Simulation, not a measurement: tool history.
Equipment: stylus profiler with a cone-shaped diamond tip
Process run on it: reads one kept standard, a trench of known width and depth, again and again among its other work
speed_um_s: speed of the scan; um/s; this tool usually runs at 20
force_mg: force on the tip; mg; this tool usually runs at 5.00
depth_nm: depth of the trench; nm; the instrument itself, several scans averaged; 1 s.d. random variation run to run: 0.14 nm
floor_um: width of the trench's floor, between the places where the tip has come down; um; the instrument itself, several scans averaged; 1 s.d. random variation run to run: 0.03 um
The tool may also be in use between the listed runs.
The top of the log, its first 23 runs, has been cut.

run    hour  speed_um_s  force_mg  depth_nm  floor_um
 24   620.1           8      7.44    510.05     15.58
 25   637.9           8      7.44    510.36     15.60
 26   653.1          30     10.69    513.13     15.54
 27   669.8          30     10.69    513.11     15.50
      683.5  -- new tip fitted, height scale calibrated
 28   691.8           7     11.70    514.17     15.62
 29   723.0          33      4.33    507.22     15.54
 30   738.3          33      4.33    506.94     15.55
 31   756.7          49      1.73    503.77     15.34
 32   774.8          49      1.73    503.80     15.34
 33   807.3          49      1.73    503.46     15.35
 34   827.8          49      1.73    503.79     15.36
 35   861.2           8      4.21    506.77     15.57
 36   892.1          12      1.91    504.37     15.58
 37   924.8           8      2.96    505.55     15.66
 38   947.4          39      2.47    504.80     15.44
 39   979.8          39      2.47    504.93     15.51
 40  1013.4          39      2.47    504.81     15.41
 41  1032.8          39      2.47    505.07     15.44
 42  1055.9          48      4.81    507.59     15.44
 43  1082.3          20      2.63    505.17     15.56
 44  1116.8          20      2.63    505.04     15.58
 45  1144.3          53      1.88    504.33     15.35
 46  1180.5           5      1.88    503.91     15.61

Here are 3 independent what-if runs from the current tool condition. What would each one return?
  A  1211.8           5      9.12         ?         ?
  B  1211.8           5      8.80         ?         ?
  C  1211.8           9      2.34         ?         ?

run  depth_nm  floor_um
  A    511.79     15.58
  B    511.34     15.63
  C    505.00     15.61
Without the tool's unlogged condition, the same runs would have read:
run  depth_nm  floor_um
  A    511.80     15.59
  B    511.35     15.63
  C    505.00     15.62

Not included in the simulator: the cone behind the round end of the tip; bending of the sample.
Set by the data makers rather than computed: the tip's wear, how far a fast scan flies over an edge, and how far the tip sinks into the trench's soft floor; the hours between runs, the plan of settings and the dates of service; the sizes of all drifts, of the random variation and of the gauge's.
